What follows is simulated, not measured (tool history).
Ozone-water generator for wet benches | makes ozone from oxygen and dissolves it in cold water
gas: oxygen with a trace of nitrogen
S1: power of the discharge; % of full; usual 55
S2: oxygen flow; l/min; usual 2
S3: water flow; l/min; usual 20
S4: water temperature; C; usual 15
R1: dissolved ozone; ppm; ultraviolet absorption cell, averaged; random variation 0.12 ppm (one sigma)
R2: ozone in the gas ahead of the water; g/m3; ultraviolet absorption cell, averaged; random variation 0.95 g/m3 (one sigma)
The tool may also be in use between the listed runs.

| run | day | S1 | S2 | S3 | S4 | R1 | R2 |
|---|---|---|---|---|---|---|---|
| 1 | 0 | 55 | 2 | 20 | 15 | 9.4 | 153.7 |
| 2 | 4.55 | 55 | 2 | 20 | 15 | 9.5 | 152.6 |
| 3 | 9.862 | 55 | 2 | 20 | 15 | 9.4 | 152.8 |
| 4 | 15.967 | 55 | 2 | 20 | 15 | 9.5 | 153.8 |
| 5 | 18.633 | 55 | 2 | 20 | 15 | 9.5 | 153.4 |
| 6 | 24.967 | 45 | 2 | 20 | 15 | 8.4 | 133 |
| 7 | 30.433 | 55 | 2 | 26 | 15 | 6.9 | 151.2 |
| 8 | 35.629 | 55 | 2 | 26 | 15 | 7.2 | 151.9 |
| 9 | 40.404 | 55 | 2 | 26 | 15 | 7.1 | 150.9 |
| 10 | 46.542 | 75 | 2 | 20 | 15 | 11.5 | 186.3 |
| 11 | 52.629 | 75 | 2 | 20 | 15 | 11.6 | 188.2 |
| 12 | 56.525 | 57 | 2 | 20 | 15 | 9.5 | 152.5 |
|  | 56.992 | contactor cleaned |
| 13 | 60.296 | 57 | 2 | 20 | 15 | 9.2 | 154.3 |
| 14 | 66.55 | 55 | 2 | 20 | 15 | 9.1 | 151.4 |
|  | 67.858 | contactor cleaned, once more |
| 15 | 72.688 | 55 | 2 | 20 | 15 | 9.7 | 150.1 |
| 16 | 76.925 | 55 | 2 | 20 | 15 | 9.5 | 148.9 |
| 17 | 80.925 | 55 | 2 | 20 | 15 | 9.4 | 150.5 |
| 18 | 86.462 | 55 | 2 | 20 | 15 | 9.4 | 149.4 |
| 19 | 90.867 | 55 | 2 | 20 | 15 | 9.3 | 150.1 |
| 20 | 95.862 | 55 | 2 | 20 | 15 | 9.4 | 148.9 |
| 21 | 102.017 | 55 | 2 | 20 | 15 | 9.4 | 147.4 |
| 22 | 106.517 | 52 | 2.02 | 31 | 14 | 5.6 | 142.8 |
| 23 | 111.525 | 53 | 2.13 | 31 | 14 | 5.9 | 140.9 |
| 24 | 117.675 | 55 | 2 | 24 | 15 | 7.8 | 148.1 |
| 25 | 122.712 | 55 | 2 | 19 | 15 | 10 | 147.7 |
| 26 | 126.058 | 55 | 1.92 | 26 | 15 | 7 | 151.4 |

The next listed run, before its measurement:
| 27 | 132.212 | 82 | 1.92 | 26 | 7 | ? | ? |

R1: 9.2 ppm
R2: 196.5 g/m3
Without the tool's hidden state the same run would have given R1 10.5 ppm, R2 222.7 g/m3.

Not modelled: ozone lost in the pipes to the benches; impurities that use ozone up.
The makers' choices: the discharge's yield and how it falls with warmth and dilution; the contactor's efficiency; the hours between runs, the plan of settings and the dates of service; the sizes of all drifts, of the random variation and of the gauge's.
